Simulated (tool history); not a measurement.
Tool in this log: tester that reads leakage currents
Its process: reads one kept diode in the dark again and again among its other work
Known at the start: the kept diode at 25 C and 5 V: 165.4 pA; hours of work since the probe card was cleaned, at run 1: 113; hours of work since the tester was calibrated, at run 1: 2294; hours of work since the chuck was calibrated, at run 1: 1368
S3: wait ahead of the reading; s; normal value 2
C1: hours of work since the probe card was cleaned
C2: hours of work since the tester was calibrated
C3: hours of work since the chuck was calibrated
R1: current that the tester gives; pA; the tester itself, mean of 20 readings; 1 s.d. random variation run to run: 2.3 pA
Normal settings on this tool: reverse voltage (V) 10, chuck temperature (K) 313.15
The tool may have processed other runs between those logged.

run 1 hour=0 | reverse_voltage_(V)=10 chuck_temperature_(K)=313.15 S3=2 | C1=113 C2=2294 C3=1368 | R1=687.65
-- hour=18 chuck's temperature calibrated
run 2 hour=75.6 | reverse_voltage_(V)=10 chuck_temperature_(K)=313.15 S3=2 | C1=165 C2=2346 C3=40 | R1=768.3
run 3 hour=172.3 | reverse_voltage_(V)=10 chuck_temperature_(K)=313.15 S3=2 | C1=233 C2=2414 C3=108 | R1=759.4
run 4 hour=252.4 | reverse_voltage_(V)=2 chuck_temperature_(K)=313.15 S3=2 | C1=289 C2=2470 C3=165 | R1=307.84
run 5 hour=358.1 | reverse_voltage_(V)=2 chuck_temperature_(K)=313.15 S3=2 | C1=363 C2=2544 C3=239 | R1=305.88
run 6 hour=452.5 | reverse_voltage_(V)=10 chuck_temperature_(K)=313.15 S3=2 | C1=430 C2=2611 C3=305 | R1=751.99
run 7 hour=565.4 | reverse_voltage_(V)=10 chuck_temperature_(K)=313.15 S3=2 | C1=509 C2=2690 C3=385 | R1=745.27
run 8 hour=667.7 | reverse_voltage_(V)=10 chuck_temperature_(K)=313.15 S3=1.94 | C1=581 C2=2762 C3=456 | R1=738.94
run 9 hour=768.9 | reverse_voltage_(V)=7.7 chuck_temperature_(K)=313.15 S3=2 | C1=652 C2=2833 C3=528 | R1=638.23
run 10 hour=872.8 | reverse_voltage_(V)=7.7 chuck_temperature_(K)=313.15 S3=2 | C1=725 C2=2906 C3=601 | R1=629.91
run 11 hour=965.2 | reverse_voltage_(V)=7.7 chuck_temperature_(K)=313.15 S3=2 | C1=790 C2=2971 C3=665 | R1=629.32
run 12 hour=1061 | reverse_voltage_(V)=6.2 chuck_temperature_(K)=313.15 S3=2 | C1=857 C2=3038 C3=733 | R1=554.67
run 13 hour=1164.1 | reverse_voltage_(V)=6.2 chuck_temperature_(K)=313.15 S3=2 | C1=930 C2=3111 C3=805 | R1=551.34
run 14 hour=1230.2 | reverse_voltage_(V)=10 chuck_temperature_(K)=313.15 S3=2 | C1=976 C2=3157 C3=852 | R1=720.06
run 15 hour=1296.6 | reverse_voltage_(V)=10 chuck_temperature_(K)=313.15 S3=2 | C1=1023 C2=3204 C3=898 | R1=717.06
run 16 hour=1395.8 | reverse_voltage_(V)=10 chuck_temperature_(K)=313.15 S3=2 | C1=1092 C2=3274 C3=968 | R1=709.79
run 17 hour=1501 | reverse_voltage_(V)=10 chuck_temperature_(K)=313.15 S3=2 | C1=1166 C2=3348 C3=1042 | R1=707.51
run 18 hour=1596.9 | reverse_voltage_(V)=10 chuck_temperature_(K)=313.15 S3=2 | C1=1234 C2=3415 C3=1109 | R1=702.34
run 19 hour=1664.8 | reverse_voltage_(V)=1.1 chuck_temperature_(K)=313.15 S3=0.82 | C1=1281 C2=3463 C3=1157 | R1=202.44
run 20 hour=1755.7 | reverse_voltage_(V)=2 chuck_temperature_(K)=295.15 S3=0.82 | C1=1345 C2=3526 C3=1221 | R1=70.95
run 21 hour=1803.8 | reverse_voltage_(V)=7.7 chuck_temperature_(K)=313.15 S3=0.68 | C1=1379 C2=3560 C3=1255 | R1=604.6
run 22 hour=1850.8 | reverse_voltage_(V)=10 chuck_temperature_(K)=313.15 S3=0.51 | C1=1412 C2=3593 C3=1288 | R1=698.69
run 23 hour=1941.6 | reverse_voltage_(V)=10 chuck_temperature_(K)=308.15 S3=0.51 | C1=1476 C2=3657 C3=1351 | R1=484.44
-- hour=1987.1 chuck's temperature calibrated
run 24 hour=2023.4 | reverse_voltage_(V)=2.6 chuck_temperature_(K)=325.15 S3=4.14 | C1=1532 C2=3713 C3=25 | R1=826.1
run 25 hour=2076.2 | reverse_voltage_(V)=10 chuck_temperature_(K)=313.15 S3=7.58 | C1=1569 C2=3750 C3=63 | R1=756.85
run 26 hour=2183.6 | reverse_voltage_(V)=8.1 chuck_temperature_(K)=300.15 S3=7.97 | C1=1644 C2=3826 C3=138 | R1=254.13
run 27 hour=2243.4 | reverse_voltage_(V)=10.7 chuck_temperature_(K)=295.15 S3=2 | C1=1686 C2=3868 C3=180 | R1=204.59
run 28 hour=2352.2 | reverse_voltage_(V)=18.4 chuck_temperature_(K)=295.15 S3=0.34 | C1=1763 C2=3944 C3=257 | R1=298.4
run 29 hour=2434.9 | reverse_voltage_(V)=18.4 chuck_temperature_(K)=295.15 S3=0.34 | C1=1821 C2=4002 C3=315 | R1=297.77
run 30 hour=2543.3 | reverse_voltage_(V)=18.4 chuck_temperature_(K)=295.15 S3=0.34 | C1=1897 C2=4078 C3=391 | R1=297.03
run 31 hour=2648.8 | reverse_voltage_(V)=18.4 chuck_temperature_(K)=295.15 S3=0.34 | C1=1971 C2=4153 C3=465 | R1=295.84

Hidden state or all else? Some run-to-run changes of R1, split into what the settings, what came in and random variation would give without the hidden state, and what is left for the hidden state (with any gauge scatter that isn't in both results):
Unlogged tool condition in this case: stray current of the dirty probe card, pA a volt; current scale over the true one, %; true chuck temperature over the reading, C; drift of the gauge itself on leakage_pa, %.
Run 1 -> 2: chuck's temperature calibrated. R1 +80.65 pA: hidden state +75.66, all else +4.99.
Run 18 -> 19: reverse voltage (V) 10 -> 1.1, S3 2 -> 0.82. R1 -499.9 pA: hidden state +46.46, all else -546.36.
Run 20 -> 21: reverse voltage (V) 2 -> 7.7, chuck temperature (K) 295.15 -> 313.15, S3 0.82 -> 0.68. R1 +533.65 pA: hidden state -61.34, all else +594.99.
Run 25 -> 26: reverse voltage (V) 10 -> 8.1, chuck temperature (K) 313.15 -> 300.15, S3 7.58 -> 7.97. R1 -502.72 pA: hidden state +15.36, all else -518.08.

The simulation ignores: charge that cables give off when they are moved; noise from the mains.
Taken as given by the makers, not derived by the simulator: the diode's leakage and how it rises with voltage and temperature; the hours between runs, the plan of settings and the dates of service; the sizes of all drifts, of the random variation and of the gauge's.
